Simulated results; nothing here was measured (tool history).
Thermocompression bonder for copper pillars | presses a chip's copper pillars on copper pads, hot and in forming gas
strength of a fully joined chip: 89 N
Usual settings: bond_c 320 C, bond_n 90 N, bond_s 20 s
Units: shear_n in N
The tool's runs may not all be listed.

Run 1, hour 0.0: usual settings. Result: shear_n 35.3 N.
Run 2, hour 50.6: usual settings but bond_s 53 s. Result: shear_n 49.6 N.
At hour 82.0: heater calibrated with a thermocouple chip.
Run 3, hour 108.7: usual settings but bond_c 308 C, bond_s 53 s. Result: shear_n 42.8 N.
Run 4, hour 180.1: usual settings but bond_c 308 C, bond_s 53 s. Result: shear_n 42.8 N.
Run 5, hour 214.9: usual settings but bond_c 340 C. Result: shear_n 38.3 N.
Run 6, hour 272.2: usual settings but bond_c 340 C. Result: shear_n 38.3 N.
Run 7, hour 336.6: usual settings but bond_c 340 C, bond_n 104 N. Result: shear_n 42.6 N.
Run 8, hour 386.4: usual settings but bond_n 70 N. Result: shear_n 26.5 N.
Run 9, hour 432.5: usual settings but bond_n 70 N. Result: shear_n 26.7 N.
At hour 463.6: forming gas filter changed.
Run 10, hour 481.6: usual settings but bond_n 70 N. Result: shear_n 28.6 N.
Run 11, hour 530.8: usual settings. Result: shear_n 33.5 N.
Run 12, hour 572.9: usual settings. Result: shear_n 34.0 N.
Run 13, hour 621.7: usual settings. Result: shear_n 34.5 N.
Run 14, hour 690.2: usual settings. Result: shear_n 33.7 N.
Run 15, hour 761.0: usual settings. Result: shear_n 34.0 N.
Run 16, hour 819.4: usual settings but bond_c 334 C. Result: shear_n 37.6 N.
Run 17, hour 880.9: usual settings but bond_c 334 C. Result: shear_n 37.6 N.
Run 18, hour 926.2: usual settings. Result: shear_n 33.3 N.
Run 19, hour 992.7: usual settings. Result: shear_n 33.1 N.
Run 20, hour 1060.4: usual settings. Result: shear_n 33.1 N.
Run 21, hour 1132.5: usual settings but bond_c 329 C, bond_n 58 N, bond_s 43 s. Result: shear_n 34.5 N.
Run 22, hour 1168.5: usual settings but bond_c 329 C, bond_n 58 N, bond_s 43 s. Result: shear_n 34.4 N.
At hour 1212.4: forming gas filter changed.
Run 23, hour 1235.8: usual settings but bond_c 330 C, bond_n 100 N. Result: shear_n 40.4 N.
At hour 1244.1: heater calibrated with a thermocouple chip.
Run 24, hour 1289.6: usual settings but bond_c 314 C, bond_n 102 N, bond_s 32 s. Result: shear_n 41.5 N.
At hour 1294.9: force cell calibrated.
Run 25, hour 1354.7: usual settings but bond_c 346 C, bond_n 76 N, bond_s 41 s. Result: shear_n 45.1 N.
Run 26, hour 1415.8: usual settings but bond_n 63 N. Result: shear_n 24.3 N.
Run 27, hour 1459.3: usual settings but bond_n 114 N, bond_s 45 s. Result: shear_n 50.0 N.
Run 28, hour 1500.1: usual settings but bond_n 94 N, bond_s 53 s. Result: shear_n 46.8 N.
Run 29, hour 1534.0: usual settings but bond_n 94 N, bond_s 53 s. Result: shear_n 46.3 N.
At hour 1570.2: force cell calibrated, once more.
Run 30, hour 1577.6: usual settings but bond_c 326 C, bond_n 71 N. Result: shear_n 30.5 N.
Run 31, hour 1633.3: usual settings but bond_c 326 C, bond_n 71 N. Result: shear_n 30.3 N.
Run 32, hour 1680.4: usual settings but bond_c 326 C, bond_n 71 N. Result: shear_n 30.3 N.
Run 33, hour 1729.1: usual settings but bond_c 326 C, bond_n 71 N. Result: shear_n 30.3 N.
Run 34, hour 1774.0: usual settings but bond_c 328 C. Result: shear_n 36.6 N.
Run 35, hour 1840.6: usual settings but bond_c 323 C, bond_n 92 N. Result: shear_n 35.4 N.
Run 36, hour 1875.7: usual settings but bond_c 303 C, bond_n 86 N, bond_s 21 s. Result: shear_n 28.8 N.
Run 37, hour 1948.4: usual settings but bond_c 303 C, bond_n 86 N, bond_s 21 s. Result: shear_n 28.3 N.
At hour 1968.0: forming gas filter changed.
Run 38, hour 2013.5: usual settings but bond_c 303 C, bond_n 86 N, bond_s 21 s. Result: shear_n 30.2 N.
Run 39, hour 2070.2: usual settings but bond_c 347 C, bond_n 71 N. Result: shear_n 37.1 N.

Forecast each of these 4 alternatives for the next run:
Run A, hour 2143.7: usual settings but bond_n 71 N. Result: shear_n ?.
Run B, hour 2143.7: usual settings but bond_n 78 N, bond_s 15 s. Result: shear_n ?.
Run C, hour 2143.7: usual settings but bond_c 340 C, bond_n 117 N, bond_s 40 s. Result: shear_n ?.
Run D, hour 2143.7: usual settings but bond_c 300 C, bond_n 104 N, bond_s 15 s. Result: shear_n ?.

run  shear_n
  A     29.5
  B     28.6
  C     59.9
  D     29.4
Without the tool's hidden state the same runs would have given:
run  shear_n
  A     29.1
  B     28.3
  C     59.9
  D     29.0
